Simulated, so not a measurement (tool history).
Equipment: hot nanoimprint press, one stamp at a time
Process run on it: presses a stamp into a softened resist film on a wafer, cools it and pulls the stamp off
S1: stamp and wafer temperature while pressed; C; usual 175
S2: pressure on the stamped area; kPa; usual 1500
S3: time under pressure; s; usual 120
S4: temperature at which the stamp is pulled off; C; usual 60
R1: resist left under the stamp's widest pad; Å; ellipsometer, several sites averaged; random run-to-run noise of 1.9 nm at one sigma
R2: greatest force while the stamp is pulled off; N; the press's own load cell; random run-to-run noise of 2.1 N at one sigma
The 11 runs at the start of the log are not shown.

run,hour,S1,S2,S3,S4,R1,R2
# hour 169.4: plate thermocouple calibrated
12,181.0,175,1500,120,60,3544,107
13,191.1,178,1500,120,60,3087,111
14,203.4,179,1500,120,60,2924,113
15,224.6,179,1500,120,60,2909,110
16,246.5,179,940,120,60,3526,114
17,263.2,179,1400,120,48,3025,130
# hour 271.2: plate thermocouple calibrated, once more
18,277.7,186,1400,120,62,2232,118
# hour 288.1: stamp cleaned and given a new release coat
19,295.9,186,1400,124,60,2201,92
20,310.5,172,1090,151,50,4319,105
21,322.7,180,1990,218,64,1969,93
22,343.2,166,1650,218,59,4343,100
23,360.5,175,1500,137,60,3506,103
24,373.2,173,1500,120,68,4005,95
25,387.4,175,1500,196,67,3019,97
26,408.8,183,970,189,50,2504,114
27,426.9,164,1600,120,54,5455,114
28,436.8,180,1500,110,59,2972,105
29,456.3,180,1500,110,59,2991,109
30,469.2,180,1500,120,57,2886,111

4 options for the next run, each taken on its own from the tool as it stands now. Forecast them:
A,487.9,175,1830,120,60,?,?
B,487.9,186,1870,125,60,?,?
C,487.9,175,1500,149,60,?,?
D,487.9,175,2390,195,48,?,?

run,R1,R2
A,3349,113
B,1898,107
C,3393,111
D,2461,127
Had the tool no hidden state, the same runs would have come out as:
run,R1,R2
A,3379,95
B,1915,90
C,3425,94
D,2483,106
